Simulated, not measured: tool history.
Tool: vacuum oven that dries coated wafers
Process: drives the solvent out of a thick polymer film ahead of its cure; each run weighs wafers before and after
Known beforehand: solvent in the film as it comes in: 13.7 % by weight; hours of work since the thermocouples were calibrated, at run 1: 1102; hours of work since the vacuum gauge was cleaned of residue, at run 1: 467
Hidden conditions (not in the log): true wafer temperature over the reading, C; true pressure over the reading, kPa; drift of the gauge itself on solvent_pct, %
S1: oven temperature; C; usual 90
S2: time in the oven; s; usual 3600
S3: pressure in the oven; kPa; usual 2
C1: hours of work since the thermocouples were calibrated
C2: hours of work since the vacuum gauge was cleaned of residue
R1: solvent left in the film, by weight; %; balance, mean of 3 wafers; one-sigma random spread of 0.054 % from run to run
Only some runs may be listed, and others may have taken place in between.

Run 1, hour 0: usual settings; C1 1102; C2 467. Result: R1 2.03 %.
Run 2, hour 26.1: usual settings; C1 1120; C2 485. Result: R1 2 %.
Run 3, hour 51.1: usual settings; C1 1138; C2 503. Result: R1 2.01 %.
Run 4, hour 68.6: usual settings but S2 1980 s; C1 1150; C2 515. Result: R1 3.34 %.
Run 5, hour 82.6: usual settings but S1 91 C, S2 1980 s; C1 1159; C2 525. Result: R1 3.17 %.
Run 6, hour 106: usual settings but S1 91 C, S2 1980 s; C1 1176; C2 541. Result: R1 3.15 %.
Run 7, hour 122.6: usual settings but S1 91 C, S2 1980 s; C1 1187; C2 553. Result: R1 3.17 %.
Run 8, hour 146.2: usual settings but S1 91 C, S2 1980 s; C1 1204; C2 569. Result: R1 3.32 %.
Run 9, hour 173.7: usual settings but S1 91 C, S2 1980 s; C1 1223; C2 588. Result: R1 3.14 %.
At hour 184.5: oven's thermocouples calibrated.
Run 10, hour 191.8: usual settings but S1 91 C, S2 1980 s; C1 5; C2 599. Result: R1 3.59 %.
Run 11, hour 215.4: usual settings but S1 91 C, S2 1980 s; C1 22; C2 616. Result: R1 3.53 %.
Run 12, hour 227.9: usual settings; C1 30; C2 625. Result: R1 2.21 %.
Run 13, hour 243: usual settings; C1 41; C2 635. Result: R1 2.25 %.
Run 14, hour 257.9: usual settings; C1 51; C2 645. Result: R1 2.33 %.
Run 15, hour 280.4: usual settings; C1 67; C2 661. Result: R1 2.28 %.
Run 16, hour 307.9: usual settings; C1 86; C2 680. Result: R1 2.23 %.
Run 17, hour 324.6: usual settings but S2 3540 s; C1 98; C2 692. Result: R1 2.23 %.
Run 18, hour 342.5: usual settings; C1 110; C2 704. Result: R1 2.34 %.
Run 19, hour 362.6: usual settings; C1 124; C2 718. Result: R1 2.4 %.
Run 20, hour 377.3: usual settings; C1 134; C2 729. Result: R1 2.22 %.
Run 21, hour 396.1: usual settings; C1 147; C2 742. Result: R1 2.2 %.
Run 22, hour 420.8: usual settings; C1 165; C2 759. Result: R1 2.27 %.
Run 23, hour 445.4: usual settings; C1 182; C2 776. Result: R1 2.26 %.
Run 24, hour 462.5: usual settings but S3 2.08 kPa; C1 194; C2 788. Result: R1 2.38 %.
Run 25, hour 491.4: usual settings but S1 92 C, S3 1.24 kPa; C1 214; C2 808. Result: R1 1.64 %.
Run 26, hour 520: usual settings but S1 84 C, S3 2.67 kPa; C1 234; C2 828. Result: R1 3.85 %.
Run 27, hour 532.5: usual settings but S2 1860 s, S3 6.33 kPa; C1 242; C2 837. Result: R1 6.61 %.
Run 28, hour 556.1: usual settings but S2 1860 s, S3 6.33 kPa; C1 259; C2 853. Result: R1 6.61 %.
Run 29, hour 578.6: usual settings but S1 92 C, S2 2340 s, S3 3.62 kPa; C1 274; C2 869. Result: R1 3.97 %.
Run 30, hour 602.1: usual settings but S2 1800 s, S3 3.19 kPa; C1 291; C2 885. Result: R1 4.69 %.
Run 31, hour 615.2: usual settings but S1 88 C, S2 3300 s, S3 1.84 kPa; C1 300; C2 894. Result: R1 2.71 %.
Run 32, hour 634: usual settings but S1 85 C, S3 1.76 kPa; C1 313; C2 907. Result: R1 2.9 %.
Run 33, hour 655.6: usual settings but S1 103 C, S2 3120 s, S3 2.11 kPa; C1 328; C2 922. Result: R1 1.27 %.
Run 34, hour 677.7: usual settings but S1 103 C, S2 3120 s, S3 2.11 kPa; C1 343; C2 938. Result: R1 1.39 %.
Run 35, hour 705.7: usual settings but S1 98 C, S2 1800 s; C1 363; C2 957. Result: R1 2.65 %.
Run 36, hour 731.6: usual settings but S1 82 C, S2 4020 s, S3 1.77 kPa; C1 381; C2 975. Result: R1 3.13 %.
Run 37, hour 745.1: usual settings but S1 92 C, S2 4680 s, S3 5.12 kPa; C1 390; C2 985. Result: R1 4.03 %.
Run 38, hour 759.4: usual settings but S1 101 C, S2 5760 s, S3 1.7 kPa; C1 400; C2 995. Result: R1 1.05 %.
Run 39, hour 771.3: usual settings but S2 5100 s; C1 409; C2 1003. Result: R1 2.05 %.
Run 40, hour 795: usual settings but S2 4260 s, S3 1.07 kPa; C1 425; C2 1020. Result: R1 1.45 %.
Run 41, hour 820.9: usual settings but S1 76 C, S2 4800 s, S3 1.71 kPa; C1 443; C2 1038. Result: R1 3.85 %.
Run 42, hour 840.4: usual settings but S1 94 C, S2 1980 s, S3 2.33 kPa; C1 457; C2 1051. Result: R1 3.16 %.
Run 43, hour 859.3: usual settings but S1 94 C, S2 1980 s, S3 2.33 kPa; C1 470; C2 1064. Result: R1 3.19 %.
Run 44, hour 875.7: usual settings but S1 76 C, S3 4.29 kPa; C1 481; C2 1076. Result: R1 7.4 %.
Run 45, hour 892.5: usual settings but S1 77 C, S2 2160 s, S3 2.27 kPa; C1 493; C2 1087. Result: R1 6.47 %.
Run 46, hour 918.8: usual settings but S1 103 C, S2 4080 s, S3 1.14 kPa; C1 511; C2 1106. Result: R1 0.69 %.
Run 47, hour 935: usual settings but S1 103 C, S2 4080 s, S3 1.14 kPa; C1 523; C2 1117. Result: R1 0.75 %.
Run 48, hour 949.9: usual settings but S1 103 C, S2 4080 s, S3 1.14 kPa; C1 533; C2 1127. Result: R1 0.8 %.

What if the next run were any one of these 3? Each begins from the tool's condition after run 48:
Run A, hour 975.7: usual settings but S1 102 C, S2 2880 s, S3 2.56 kPa; C1 551; C2 1145. Result: R1 ?.
Run B, hour 975.7: usual settings but S1 95 C, S2 3660 s, S3 1.3 kPa; C1 551; C2 1145. Result: R1 ?.
Run C, hour 975.7: usual settings but S1 80 C, S2 1860 s, S3 7.27 kPa; C1 551; C2 1145. Result: R1 ?.

run     R1
  A   1.65
  B   1.39
  C  10.08
Had the tool no hidden state, the same runs would have come out as:
run    R1
  A  1.46
  B  1.13
  C  9.87
